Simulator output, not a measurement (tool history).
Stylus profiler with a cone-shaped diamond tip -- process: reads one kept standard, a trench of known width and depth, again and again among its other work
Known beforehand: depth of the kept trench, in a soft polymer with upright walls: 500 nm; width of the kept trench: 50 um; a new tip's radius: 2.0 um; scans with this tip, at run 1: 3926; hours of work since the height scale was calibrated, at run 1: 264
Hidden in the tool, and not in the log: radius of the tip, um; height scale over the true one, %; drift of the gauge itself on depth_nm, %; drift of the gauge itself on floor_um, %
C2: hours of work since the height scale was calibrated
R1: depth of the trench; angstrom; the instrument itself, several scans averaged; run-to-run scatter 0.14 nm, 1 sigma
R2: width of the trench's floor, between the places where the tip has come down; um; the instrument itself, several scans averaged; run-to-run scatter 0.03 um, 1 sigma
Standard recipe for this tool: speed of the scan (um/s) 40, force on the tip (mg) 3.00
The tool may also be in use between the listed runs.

Run 1, hour 0.0: usual settings; scans with this tip 3926; C2 264. Result: R1 5046.0 angstrom, R2 46.61 um.
Run 2, hour 17.6: usual settings but force on the tip (mg) 1.06; scans with this tip 4071; C2 274. Result: R1 5025.3 angstrom, R2 46.49 um.
Run 3, hour 28.2: usual settings but speed of the scan (um/s) 14; scans with this tip 4158; C2 280. Result: R1 5046.3 angstrom, R2 46.76 um.
Run 4, hour 42.4: usual settings but speed of the scan (um/s) 14; scans with this tip 4274; C2 288. Result: R1 5047.3 angstrom, R2 46.68 um.
Run 5, hour 49.7: usual settings but speed of the scan (um/s) 14; scans with this tip 4334; C2 292. Result: R1 5048.9 angstrom, R2 46.72 um.
Run 6, hour 65.9: usual settings but speed of the scan (um/s) 14; scans with this tip 4468; C2 301. Result: R1 5049.2 angstrom, R2 46.68 um.
Run 7, hour 78.3: usual settings but speed of the scan (um/s) 14; scans with this tip 4570; C2 308. Result: R1 5048.5 angstrom, R2 46.66 um.
Run 8, hour 95.9: usual settings but speed of the scan (um/s) 14; scans with this tip 4715; C2 317. Result: R1 5049.5 angstrom, R2 46.68 um.
Run 9, hour 103.8: usual settings but speed of the scan (um/s) 14; scans with this tip 4780; C2 322. Result: R1 5049.9 angstrom, R2 46.63 um.
Run 10, hour 113.3: usual settings but speed of the scan (um/s) 14; scans with this tip 4858; C2 327. Result: R1 5050.0 angstrom, R2 46.68 um.
Run 11, hour 122.8: usual settings but speed of the scan (um/s) 14; scans with this tip 4936; C2 332. Result: R1 5049.4 angstrom, R2 46.63 um.
Run 12, hour 140.3: usual settings but speed of the scan (um/s) 14; scans with this tip 5081; C2 342. Result: R1 5049.0 angstrom, R2 46.63 um.
Run 13, hour 153.0: usual settings but speed of the scan (um/s) 14; scans with this tip 5185; C2 349. Result: R1 5049.0 angstrom, R2 46.62 um.
Run 14, hour 163.1: usual settings but speed of the scan (um/s) 14; scans with this tip 5268; C2 355. Result: R1 5050.7 angstrom, R2 46.60 um.
Run 15, hour 179.2: usual settings but speed of the scan (um/s) 14; scans with this tip 5401; C2 364. Result: R1 5051.5 angstrom, R2 46.64 um.
Run 16, hour 196.3: usual settings but speed of the scan (um/s) 14, force on the tip (mg) 1.30; scans with this tip 5542; C2 373. Result: R1 5027.5 angstrom, R2 46.58 um.
Run 17, hour 210.7: usual settings but speed of the scan (um/s) 14, force on the tip (mg) 1.30; scans with this tip 5660; C2 381. Result: R1 5030.2 angstrom, R2 46.51 um.
Run 18, hour 220.7: usual settings but speed of the scan (um/s) 14, force on the tip (mg) 1.30; scans with this tip 5742; C2 387. Result: R1 5026.7 angstrom, R2 46.52 um.
Run 19, hour 232.6: usual settings but speed of the scan (um/s) 14, force on the tip (mg) 1.30; scans with this tip 5840; C2 393. Result: R1 5028.1 angstrom, R2 46.51 um.
Run 20, hour 250.1: usual settings but speed of the scan (um/s) 14, force on the tip (mg) 1.30; scans with this tip 5985; C2 403. Result: R1 5028.2 angstrom, R2 46.41 um.
Run 21, hour 263.3: usual settings but speed of the scan (um/s) 14, force on the tip (mg) 1.30; scans with this tip 6093; C2 410. Result: R1 5028.2 angstrom, R2 46.48 um.
Run 22, hour 279.3: usual settings but speed of the scan (um/s) 18; scans with this tip 6225; C2 419. Result: R1 5051.9 angstrom, R2 46.49 um.
Run 23, hour 289.1: usual settings but speed of the scan (um/s) 18; scans with this tip 6306; C2 425. Result: R1 5048.8 angstrom, R2 46.48 um.
Run 24, hour 298.3: usual settings but speed of the scan (um/s) 12, force on the tip (mg) 1.19; scans with this tip 6381; C2 430. Result: R1 5027.7 angstrom, R2 46.44 um.
Run 25, hour 311.7: usual settings but speed of the scan (um/s) 12, force on the tip (mg) 1.19; scans with this tip 6492; C2 437. Result: R1 5027.8 angstrom, R2 46.44 um.
Run 26, hour 328.6: usual settings but speed of the scan (um/s) 37, force on the tip (mg) 4.79; scans with this tip 6631; C2 446. Result: R1 5068.3 angstrom, R2 46.41 um.
Run 27, hour 346.3: usual settings but speed of the scan (um/s) 37, force on the tip (mg) 4.79; scans with this tip 6776; C2 456. Result: R1 5066.3 angstrom, R2 46.38 um.
Run 28, hour 363.3: usual settings but speed of the scan (um/s) 13, force on the tip (mg) 1.31; scans with this tip 6917; C2 466. Result: R1 5030.6 angstrom, R2 46.40 um.
Run 29, hour 376.4: usual settings but speed of the scan (um/s) 13, force on the tip (mg) 1.31; scans with this tip 7024; C2 473. Result: R1 5028.9 angstrom, R2 46.35 um.
Run 30, hour 386.7: usual settings but speed of the scan (um/s) 13, force on the tip (mg) 1.31; scans with this tip 7109; C2 479. Result: R1 5031.6 angstrom, R2 46.35 um.
Run 31, hour 395.2: usual settings but speed of the scan (um/s) 13, force on the tip (mg) 1.31; scans with this tip 7179; C2 483. Result: R1 5032.3 angstrom, R2 46.33 um.
Run 32, hour 411.0: usual settings but speed of the scan (um/s) 125, force on the tip (mg) 7.10; scans with this tip 7309; C2 492. Result: R1 5086.8 angstrom, R2 46.07 um.
Run 33, hour 419.7: usual settings but speed of the scan (um/s) 86, force on the tip (mg) 2.08; scans with this tip 7381; C2 497. Result: R1 5038.2 angstrom, R2 45.89 um.
Run 34, hour 428.4: usual settings but speed of the scan (um/s) 66, force on the tip (mg) 5.66; scans with this tip 7452; C2 502. Result: R1 5074.5 angstrom, R2 46.22 um.
Run 35, hour 436.4: usual settings but speed of the scan (um/s) 66, force on the tip (mg) 5.66; scans with this tip 7518; C2 506. Result: R1 5074.9 angstrom, R2 46.15 um.
Run 36, hour 446.4: usual settings but speed of the scan (um/s) 32, force on the tip (mg) 4.91; scans with this tip 7601; C2 512. Result: R1 5067.0 angstrom, R2 46.37 um.
Run 37, hour 455.0: usual settings but speed of the scan (um/s) 156, force on the tip (mg) 4.57; scans with this tip 7672; C2 517. Result: R1 5064.0 angstrom, R2 45.72 um.
Run 38, hour 471.6: usual settings but speed of the scan (um/s) 31, force on the tip (mg) 5.39; scans with this tip 7808; C2 526. Result: R1 5071.8 angstrom, R2 46.24 um.
Run 39, hour 481.5: usual settings but force on the tip (mg) 4.51; scans with this tip 7890; C2 531. Result: R1 5066.7 angstrom, R2 46.25 um.
Run 40, hour 495.9: usual settings but speed of the scan (um/s) 39, force on the tip (mg) 2.31; scans with this tip 8008; C2 539. Result: R1 5045.2 angstrom, R2 46.14 um.
Run 41, hour 503.9: usual settings but speed of the scan (um/s) 26, force on the tip (mg) 8.42; scans with this tip 8074; C2 544. Result: R1 5096.8 angstrom, R2 46.30 um.
Run 42, hour 512.1: usual settings but speed of the scan (um/s) 13, force on the tip (mg) 1.03; scans with this tip 8141; C2 548. Result: R1 5027.5 angstrom, R2 46.26 um.
Run 43, hour 529.2: usual settings but speed of the scan (um/s) 123, force on the tip (mg) 3.71; scans with this tip 8282; C2 558. Result: R1 5057.5 angstrom, R2 45.75 um.

Run by run, hidden condition taken away, random variation retained:
run      R1     R2
  1  5043.5  47.12
  2  5022.6  47.01
  3  5043.5  47.29
  4  5044.5  47.23
  5  5046.0  47.28
  6  5046.3  47.26
  7  5045.5  47.25
  8  5046.4  47.29
  9  5046.8  47.24
 10  5046.8  47.30
 11  5046.2  47.26
 12  5045.7  47.28
 13  5045.6  47.28
 14  5047.2  47.27
 15  5047.9  47.33
 16  5023.8  47.28
 17  5026.4  47.23
 18  5022.8  47.25
 19  5024.2  47.25
 20  5024.3  47.17
 21  5024.2  47.25
 22  5047.7  47.27
 23  5044.5  47.27
 24  5023.5  47.24
 25  5023.5  47.26
 26  5063.8  47.24
 27  5061.7  47.23
 28  5026.0  47.27
 29  5024.2  47.23
 30  5026.8  47.24
 31  5027.5  47.23
 32  5081.9  46.98
 33  5033.2  46.80
 34  5069.5  47.14
 35  5069.8  47.08
 36  5061.8  47.31
 37  5058.8  46.66
 38  5066.5  47.20
 39  5061.3  47.22
 40  5039.8  47.12
 41  5091.3  47.28
 42  5022.0  47.26
 43  5051.9  46.76

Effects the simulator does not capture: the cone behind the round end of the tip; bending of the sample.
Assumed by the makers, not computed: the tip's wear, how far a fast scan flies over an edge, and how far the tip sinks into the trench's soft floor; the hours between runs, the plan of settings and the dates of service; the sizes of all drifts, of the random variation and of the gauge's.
